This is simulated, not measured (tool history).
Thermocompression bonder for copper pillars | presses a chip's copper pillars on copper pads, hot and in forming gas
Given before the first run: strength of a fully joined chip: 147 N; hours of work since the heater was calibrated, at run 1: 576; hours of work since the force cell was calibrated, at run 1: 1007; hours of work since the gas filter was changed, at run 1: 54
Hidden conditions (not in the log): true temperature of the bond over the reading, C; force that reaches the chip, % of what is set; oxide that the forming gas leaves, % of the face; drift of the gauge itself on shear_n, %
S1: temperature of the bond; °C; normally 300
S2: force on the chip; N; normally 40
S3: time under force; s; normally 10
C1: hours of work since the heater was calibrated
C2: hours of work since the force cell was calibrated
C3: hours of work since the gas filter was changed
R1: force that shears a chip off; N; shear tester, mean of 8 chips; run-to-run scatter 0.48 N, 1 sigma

run,hour,S1,S2,S3,C1,C2,C3,R1
1,0,300,40,10,576,1007,54,82.9
2,22.6,300,40,9,592,1023,70,78.8
3,57.7,300,40,9,618,1049,95,78.6
4,87.2,300,40,10,639,1070,117,82.4
5,117.6,300,40,10,661,1092,138,81.3
6,154.1,300,40,10,687,1118,165,80.7
7,192.6,300,40,10,715,1146,193,80.7
# hour 198.5: force cell calibrated
8,236.1,300,25,28,745,27,223,83
9,271,300,25,6,770,52,248,47.8
10,303.6,300,25,6,794,76,271,47.6
# hour 319.5: force cell calibrated, once more
11,348.3,321,33,21,825,21,303,109.5

Results per run with the tool's hidden condition removed, run-to-run variation unchanged:
run,R1
1,83.6
2,79.6
3,79.6
4,83.6
5,82.7
6,82.4
7,82.6
8,87.2
9,50.7
10,50.6
11,110.4
